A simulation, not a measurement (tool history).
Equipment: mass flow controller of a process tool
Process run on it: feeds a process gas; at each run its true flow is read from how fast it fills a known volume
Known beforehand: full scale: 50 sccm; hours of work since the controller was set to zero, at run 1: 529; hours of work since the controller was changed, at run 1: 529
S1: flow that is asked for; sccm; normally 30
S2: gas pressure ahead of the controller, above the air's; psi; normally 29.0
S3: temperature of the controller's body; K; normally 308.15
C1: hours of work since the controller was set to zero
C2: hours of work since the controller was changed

run 1 day=0.000 | S1=30 S2=29.0 S3=308.15 | C1=529 C2=529 | true_flow_(%)=98.48
run 2 day=1.600 | S1=30 S2=29.0 S3=308.15 | C1=555 C2=555 | true_flow_(%)=98.60
run 3 day=4.021 | S1=30 S2=29.0 S3=308.15 | C1=595 C2=595 | true_flow_(%)=98.62
run 4 day=7.129 | S1=30 S2=29.0 S3=308.15 | C1=647 C2=647 | true_flow_(%)=98.46
run 5 day=10.204 | S1=30 S2=29.0 S3=308.15 | C1=698 C2=698 | true_flow_(%)=98.61
run 6 day=13.238 | S1=30 S2=29.0 S3=308.15 | C1=748 C2=748 | true_flow_(%)=98.38
run 7 day=16.225 | S1=30 S2=29.0 S3=308.15 | C1=797 C2=797 | true_flow_(%)=98.57
run 8 day=17.825 | S1=30 S2=29.0 S3=304.15 | C1=824 C2=824 | true_flow_(%)=98.86
run 9 day=19.712 | S1=30 S2=29.0 S3=304.15 | C1=855 C2=855 | true_flow_(%)=98.99
run 10 day=21.421 | S1=30 S2=29.0 S3=304.15 | C1=883 C2=883 | true_flow_(%)=98.90
run 11 day=24.538 | S1=31 S2=29.0 S3=308.15 | C1=935 C2=935 | true_flow_(%)=98.49
run 12 day=26.567 | S1=31 S2=29.0 S3=308.15 | C1=968 C2=968 | true_flow_(%)=98.68
run 13 day=28.767 | S1=31 S2=29.0 S3=308.15 | C1=1005 C2=1005 | true_flow_(%)=98.64
run 14 day=31.846 | S1=31 S2=29.0 S3=308.15 | C1=1056 C2=1056 | true_flow_(%)=98.58
run 15 day=33.354 | S1=31 S2=29.0 S3=308.15 | C1=1081 C2=1081 | true_flow_(%)=98.48
run 16 day=36.088 | S1=47 S2=29.0 S3=297.15 | C1=1126 C2=1126 | true_flow_(%)=99.86
run 17 day=37.621 | S1=30 S2=29.0 S3=294.15 | C1=1151 C2=1151 | true_flow_(%)=99.88
run 18 day=39.688 | S1=39 S2=31.5 S3=294.15 | C1=1185 C2=1185 | true_flow_(%)=100.13
run 19 day=41.104 | S1=39 S2=31.5 S3=294.15 | C1=1209 C2=1209 | true_flow_(%)=100.10
run 20 day=43.079 | S1=43 S2=33.2 S3=297.15 | C1=1242 C2=1242 | true_flow_(%)=100.04
run 21 day=45.808 | S1=30 S2=29.0 S3=303.15 | C1=1287 C2=1287 | true_flow_(%)=99.05
run 22 day=48.250 | S1=30 S2=29.0 S3=303.15 | C1=1327 C2=1327 | true_flow_(%)=99.02
run 23 day=50.042 | S1=30 S2=29.0 S3=303.15 | C1=1357 C2=1357 | true_flow_(%)=99.00
run 24 day=51.862 | S1=20 S2=27.7 S3=311.15 | C1=1387 C2=1387 | true_flow_(%)=97.99
run 25 day=53.554 | S1=20 S2=22.6 S3=295.15 | C1=1415 C2=1415 | true_flow_(%)=99.41

4 ways to go on from here, each from the tool as it stands after run 25. What would each give?
run A day=55.512 | S1=22 S2=34.1 S3=298.15 | C1=1447 C2=1447 | true_flow_(%)=?
run B day=55.512 | S1=20 S2=24.7 S3=299.15 | C1=1447 C2=1447 | true_flow_(%)=?
run C day=55.512 | S1=20 S2=28.7 S3=295.15 | C1=1447 C2=1447 | true_flow_(%)=?
run D day=55.512 | S1=10 S2=39.9 S3=300.15 | C1=1447 C2=1447 | true_flow_(%)=?

run=A true_flow_(%)=99.52
run=B true_flow_(%)=99.10
run=C true_flow_(%)=99.53
run=D true_flow_(%)=99.17
What these runs would have given with no unlogged condition in the tool:
run=A true_flow_(%)=99.52
run=B true_flow_(%)=99.10
run=C true_flow_(%)=99.53
run=D true_flow_(%)=99.16
